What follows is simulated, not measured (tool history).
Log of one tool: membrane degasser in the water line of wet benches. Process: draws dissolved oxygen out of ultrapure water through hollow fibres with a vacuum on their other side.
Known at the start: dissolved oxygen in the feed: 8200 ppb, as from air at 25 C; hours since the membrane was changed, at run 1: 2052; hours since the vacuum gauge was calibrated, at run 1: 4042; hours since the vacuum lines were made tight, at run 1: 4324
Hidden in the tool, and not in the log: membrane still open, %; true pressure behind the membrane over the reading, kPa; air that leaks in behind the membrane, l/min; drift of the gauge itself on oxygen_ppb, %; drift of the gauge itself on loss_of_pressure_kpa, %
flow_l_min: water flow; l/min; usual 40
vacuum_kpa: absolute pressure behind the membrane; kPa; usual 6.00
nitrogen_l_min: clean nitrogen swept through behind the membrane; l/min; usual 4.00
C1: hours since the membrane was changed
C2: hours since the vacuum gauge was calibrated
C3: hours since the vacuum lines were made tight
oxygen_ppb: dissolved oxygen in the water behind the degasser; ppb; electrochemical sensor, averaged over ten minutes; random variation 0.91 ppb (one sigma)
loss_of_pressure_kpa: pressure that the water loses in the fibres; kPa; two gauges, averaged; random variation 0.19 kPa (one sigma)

Run 1, hour 0.0: usual settings; C1 2052; C2 4042; C3 4324. Result: oxygen_ppb 89.8 ppb, loss_of_pressure_kpa 39.49 kPa.
Run 2, hour 34.4: usual settings but flow_l_min 36 l/min; C1 2086; C2 4076; C3 4359. Result: oxygen_ppb 75.5 ppb, loss_of_pressure_kpa 35.56 kPa.
Run 3, hour 56.5: usual settings but flow_l_min 36 l/min; C1 2108; C2 4098; C3 4381. Result: oxygen_ppb 73.5 ppb, loss_of_pressure_kpa 35.50 kPa.
Run 4, hour 79.6: usual settings but nitrogen_l_min 4.91 l/min; C1 2131; C2 4121; C3 4404. Result: oxygen_ppb 75.5 ppb, loss_of_pressure_kpa 39.76 kPa.
Run 5, hour 129.6: usual settings but nitrogen_l_min 4.91 l/min; C1 2181; C2 4171; C3 4454. Result: oxygen_ppb 78.6 ppb, loss_of_pressure_kpa 39.62 kPa.
Run 6, hour 166.9: usual settings; C1 2218; C2 4209; C3 4491. Result: oxygen_ppb 89.2 ppb, loss_of_pressure_kpa 39.71 kPa.
Run 7, hour 217.1: usual settings; C1 2269; C2 4259; C3 4541. Result: oxygen_ppb 88.9 ppb, loss_of_pressure_kpa 39.45 kPa.
Run 8, hour 258.1: usual settings; C1 2310; C2 4300; C3 4582. Result: oxygen_ppb 90.0 ppb, loss_of_pressure_kpa 39.67 kPa.
Run 9, hour 291.5: usual settings but vacuum_kpa 3.89 kPa, nitrogen_l_min 2.36 l/min; C1 2343; C2 4333; C3 4616. Result: oxygen_ppb 51.7 ppb, loss_of_pressure_kpa 39.86 kPa.
Run 10, hour 328.8: usual settings but flow_l_min 31 l/min, nitrogen_l_min 9.84 l/min; C1 2380; C2 4371; C3 4653. Result: oxygen_ppb 29.3 ppb, loss_of_pressure_kpa 30.52 kPa.

The next listed run, before its measurement:
Run 11, hour 363.1: usual settings but flow_l_min 43 l/min, vacuum_kpa 5.40 kPa, nitrogen_l_min 4.60 l/min; C1 2415; C2 4405; C3 4687. Result: oxygen_ppb ?, loss_of_pressure_kpa ?.

oxygen_ppb: 78.9 ppb
loss_of_pressure_kpa: 42.75 kPa
Without the tool's hidden state the same run would have given oxygen_ppb 75.2 ppb, loss_of_pressure_kpa 42.26 kPa.
